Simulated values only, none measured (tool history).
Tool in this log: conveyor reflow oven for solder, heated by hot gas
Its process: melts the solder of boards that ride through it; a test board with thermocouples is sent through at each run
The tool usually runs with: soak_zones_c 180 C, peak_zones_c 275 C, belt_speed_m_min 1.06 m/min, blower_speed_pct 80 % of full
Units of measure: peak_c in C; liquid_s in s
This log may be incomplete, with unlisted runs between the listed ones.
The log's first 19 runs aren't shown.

run 20 hour=922.7 | soak_zones_c=180 peak_zones_c=275 belt_speed_m_min=1.06 blower_speed_pct=73 | peak_c=256.1 liquid_s=36.7
run 21 hour=966.3 | soak_zones_c=185 peak_zones_c=268 belt_speed_m_min=1.06 blower_speed_pct=80 | peak_c=251.8 liquid_s=36.7
run 22 hour=1014.7 | soak_zones_c=180 peak_zones_c=275 belt_speed_m_min=1.04 blower_speed_pct=80 | peak_c=256.5 liquid_s=37.7
run 23 hour=1048.5 | soak_zones_c=169 peak_zones_c=270 belt_speed_m_min=1.06 blower_speed_pct=80 | peak_c=249.1 liquid_s=31.6
run 24 hour=1105.4 | soak_zones_c=169 peak_zones_c=270 belt_speed_m_min=1.06 blower_speed_pct=80 | peak_c=249.4 liquid_s=31.8
run 25 hour=1159.0 | soak_zones_c=180 peak_zones_c=275 belt_speed_m_min=1.21 blower_speed_pct=70 | peak_c=248.7 liquid_s=28.5
run 26 hour=1192.1 | soak_zones_c=179 peak_zones_c=284 belt_speed_m_min=1.21 blower_speed_pct=70 | peak_c=255.1 liquid_s=31.0
-- hour=1253.4 flux residue cleaned out of gas plates and filters
run 27 hour=1253.4 | soak_zones_c=190 peak_zones_c=275 belt_speed_m_min=0.91 blower_speed_pct=80 | peak_c=262.7 liquid_s=49.3
-- hour=1285.1 belt drive overhauled, speed set with a stopwatch
run 28 hour=1307.5 | soak_zones_c=194 peak_zones_c=275 belt_speed_m_min=0.97 blower_speed_pct=64 | peak_c=258.1 liquid_s=44.5
-- hour=1337.7 thermocouples of zones 6 and 7 changed
run 29 hour=1344.7 | soak_zones_c=179 peak_zones_c=275 belt_speed_m_min=1.05 blower_speed_pct=73 | peak_c=257.9 liquid_s=37.1
run 30 hour=1373.1 | soak_zones_c=187 peak_zones_c=286 belt_speed_m_min=0.90 blower_speed_pct=59 | peak_c=270.3 liquid_s=51.1

What if the next run were any one of these 3? Each begins from the tool's condition after run 30:
run A hour=1425.9 | soak_zones_c=187 peak_zones_c=279 belt_speed_m_min=0.87 blower_speed_pct=51 | peak_c=? liquid_s=?
run B hour=1425.9 | soak_zones_c=187 peak_zones_c=265 belt_speed_m_min=0.90 blower_speed_pct=59 | peak_c=? liquid_s=?
run C hour=1425.9 | soak_zones_c=194 peak_zones_c=265 belt_speed_m_min=0.90 blower_speed_pct=80 | peak_c=? liquid_s=?

run=A peak_c=262.9 liquid_s=49.9
run=B peak_c=252.2 liquid_s=43.4
run=C peak_c=255.4 liquid_s=47.9
Stripped of hidden state, with their random variation kept, the same runs would have yielded:
run=A peak_c=264.4 liquid_s=50.4
run=B peak_c=253.7 liquid_s=44.3
run=C peak_c=256.9 liquid_s=48.5

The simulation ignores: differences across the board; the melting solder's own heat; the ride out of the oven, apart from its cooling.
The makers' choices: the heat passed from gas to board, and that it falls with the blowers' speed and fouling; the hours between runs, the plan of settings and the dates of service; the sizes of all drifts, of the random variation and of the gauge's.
